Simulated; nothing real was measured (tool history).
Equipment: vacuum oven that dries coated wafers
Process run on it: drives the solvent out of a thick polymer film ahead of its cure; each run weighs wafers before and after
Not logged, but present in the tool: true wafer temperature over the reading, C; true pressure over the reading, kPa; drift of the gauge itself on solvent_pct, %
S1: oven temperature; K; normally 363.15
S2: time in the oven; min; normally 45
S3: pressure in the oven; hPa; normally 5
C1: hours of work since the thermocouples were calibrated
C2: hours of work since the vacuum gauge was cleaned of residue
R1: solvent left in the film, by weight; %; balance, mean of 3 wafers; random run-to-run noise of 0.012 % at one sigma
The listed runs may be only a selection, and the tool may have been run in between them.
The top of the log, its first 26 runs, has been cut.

run,hour,S1,S2,S3,C1,C2,R1
27,985.4,376.15,59,11.67,96,869,0.4
28,1036.9,351.15,26,12.97,122,895,9.72
29,1081.8,351.15,26,12.97,144,917,9.77
30,1110.2,351.15,26,12.97,159,931,9.77
31,1136.2,351.15,26,8.52,171,944,9.69
32,1189.5,366.15,44,5.54,198,971,2.05
33,1235.4,363.15,23,3.77,221,994,6.74
34,1283.9,354.15,69,5,245,1018,2.37
35,1307.9,354.15,69,5,257,1030,2.35
36,1333,361.15,71,5.48,269,1042,1.09
37,1386.6,361.15,71,16.2,296,1069,1.37
38,1430.6,368.15,72,16.2,318,1091,0.67
39,1455.5,373.15,72,5.6,330,1103,0.28
40,1492.1,373.15,72,5.6,349,1121,0.26
41,1537.6,363.15,76,14.59,371,1144,0.95
42,1586.5,363.15,76,14.59,396,1168,0.94
43,1634.2,376.15,27,14.59,419,1192,2.55
44,1686.9,376.15,27,14.59,446,1218,2.5
45,1725.7,377.15,64,13.49,465,1238,0.36
46,1770.1,377.15,64,13.49,487,1260,0.35

Predict each of these 3 candidate next runs independently; none follows another, all start after run 46:
A,1806.6,378.15,45,19.68,505,1278,?
B,1806.6,363.15,39,15.52,505,1278,?
C,1806.6,369.15,73,9.9,505,1278,?

run,R1
A,0.72
B,3.44
C,0.49
With no hidden state in the tool, these same runs would have given:
run,R1
A,0.65
B,3.31
C,0.39
